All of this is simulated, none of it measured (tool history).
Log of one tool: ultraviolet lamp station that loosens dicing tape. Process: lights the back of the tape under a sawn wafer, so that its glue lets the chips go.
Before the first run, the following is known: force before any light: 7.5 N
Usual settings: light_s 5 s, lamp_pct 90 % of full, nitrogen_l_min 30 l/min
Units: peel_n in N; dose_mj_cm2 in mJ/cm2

run     day  light_s  lamp_pct  nitrogen_l_min  peel_n  dose_mj_cm2
  1   0.000        5        90              30   0.406          312
  2   0.767        5        90              30   0.396          313
  3   1.858        5        90              30   0.420          309
  4   2.900        5        90              30   0.433          307
  5   3.475        5        90              30   0.434          301
      4.162  -- window cleaned of glue's vapour
  6   4.288        5        90              30   0.313          344
  7   5.142        5        90              30   0.321          347
  8   5.867        5        90              30   0.319          341
  9   7.079        5        90              30   0.332          342
 10   8.167        5        90              30   0.340          330
 11   9.225        5        90              30   0.337          333
 12   9.850        2        90              30   1.987          134
 13  10.604        2        90              30   2.027          131
 14  11.721        2        90              30   2.071          132
 15  12.267        2        90              30   2.121          131
 16  13.242        5        90              30   0.376          322
 17  14.238        5        90              30   0.386          315
 18  15.542        5        65              30   0.860          224
 19  16.542        5        65              30   0.836          219
 20  17.854        6        90              30   0.275          371
 21  18.975        6        90              30   0.294          361
 22  20.192        6        90              30   0.289          355
 23  21.425        6        90              30   0.300          355
 24  22.367        6        90              30   0.314          347
 25  23.562        5        90              12   0.905          288
 26  24.825        3        62              30   2.378          116
 27  25.421        9        90              30   0.136          508
 28  26.200        4        92              21   0.988          229
     27.117  -- window cleaned of glue's vapour
 29  27.454        8        91              15   0.201          524
 30  28.567        8        70              30   0.226          400
 31  29.108        4        90              38   0.559          252
 32  29.850        4        90              38   0.564          256
 33  31.154        5        71              12   1.190          241
 34  31.967        7        71              10   0.724          341
 35  32.542        7        84              53   0.173          400
 36  33.338        7        84              53   0.163          396
 37  34.046        7        84              53   0.177          393
 38  35.142        7        99              56   0.129          459
 39  35.921        4        94              19   0.863          248
 40  36.892        4        94              19   0.935          246
 41  38.146        4        94              19   0.949          243
 42  39.375        4        94              19   0.978          239
 43  40.612        5        67              30   0.962          209

Consider 4 possible next runs. They are alternatives, not a sequence: every one starts from the tool as it was left by run 43. What does each give?
  A  41.217        4        63              13       ?            ?
  B  41.217        4        78              41       ?            ?
  C  41.217        5        90              30       ?            ?
  D  41.217        3        94              56       ?            ?

run  peel_n  dose_mj_cm2
  A   2.255          153
  B   0.990          191
  C   0.534          278
  D   1.025          178
Take away the tool's hidden state, keep each run's random variation, and the runs would have read:
run  peel_n  dose_mj_cm2
  A   1.421          214
  B   0.487          266
  C   0.247          387
  D   0.516          246

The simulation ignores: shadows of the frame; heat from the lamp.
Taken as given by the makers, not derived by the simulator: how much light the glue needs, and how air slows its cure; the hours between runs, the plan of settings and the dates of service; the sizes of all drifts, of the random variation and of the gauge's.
